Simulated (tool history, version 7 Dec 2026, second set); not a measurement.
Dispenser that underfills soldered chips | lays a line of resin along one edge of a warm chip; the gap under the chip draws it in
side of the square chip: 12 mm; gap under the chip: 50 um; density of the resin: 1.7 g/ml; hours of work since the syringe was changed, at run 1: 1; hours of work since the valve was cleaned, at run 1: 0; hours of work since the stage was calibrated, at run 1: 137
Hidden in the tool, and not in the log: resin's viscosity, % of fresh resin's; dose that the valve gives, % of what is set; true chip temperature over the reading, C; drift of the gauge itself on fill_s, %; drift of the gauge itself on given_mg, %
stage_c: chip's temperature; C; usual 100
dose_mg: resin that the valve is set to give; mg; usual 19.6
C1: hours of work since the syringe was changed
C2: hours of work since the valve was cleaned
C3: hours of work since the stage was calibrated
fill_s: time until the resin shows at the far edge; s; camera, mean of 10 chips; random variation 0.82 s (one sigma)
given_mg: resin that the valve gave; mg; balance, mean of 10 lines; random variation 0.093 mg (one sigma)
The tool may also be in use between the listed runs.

run 1 day=0 | stage_c=100 dose_mg=19.6 | C1=1 C2=0 C3=137 | fill_s=88.4 given_mg=19.67
run 2 day=0.171 | stage_c=100 dose_mg=19.6 | C1=4 C2=3 C3=140 | fill_s=110.2 given_mg=19.63
run 3 day=0.446 | stage_c=100 dose_mg=19.6 | C1=8 C2=7 C3=144 | fill_s=159.1 given_mg=19.47
-- day=0.588 new syringe of resin
run 4 day=0.617 | stage_c=100 dose_mg=19.3 | C1=0 C2=9 C3=147 | fill_s=82.7 given_mg=19.16
run 5 day=0.783 | stage_c=100 dose_mg=19.3 | C1=3 C2=12 C3=149 | fill_s=103.7 given_mg=19.05
run 6 day=0.996 | stage_c=100 dose_mg=19.3 | C1=6 C2=15 C3=153 | fill_s=136.7 given_mg=19.11
run 7 day=1.175 | stage_c=100 dose_mg=19.3 | C1=9 C2=18 C3=155 | fill_s=175.6 given_mg=18.88
-- day=1.275 new syringe of resin
run 8 day=1.471 | stage_c=114 dose_mg=17 | C1=3 C2=22 C3=160 | fill_s=66.3 given_mg=16.83
run 9 day=1.696 | stage_c=98 dose_mg=24.3 | C1=7 C2=26 C3=163 | fill_s=149.6 given_mg=23.89
-- day=1.958 new syringe of resin
run 10 day=1.958 | stage_c=100 dose_mg=21.9 | C1=0 C2=30 C3=167 | fill_s=80.3 given_mg=21.55

The next listed run, before its measurement:
run 11 day=2.112 | stage_c=100 dose_mg=21.9 | C1=2 C2=32 C3=170 | fill_s=? given_mg=?

{"run 11": {"fill_s": 99.2, "given_mg": 21.31}}
Without the tool's hidden state the same run would have given fill_s 75.1 s, given_mg 21.96 mg.
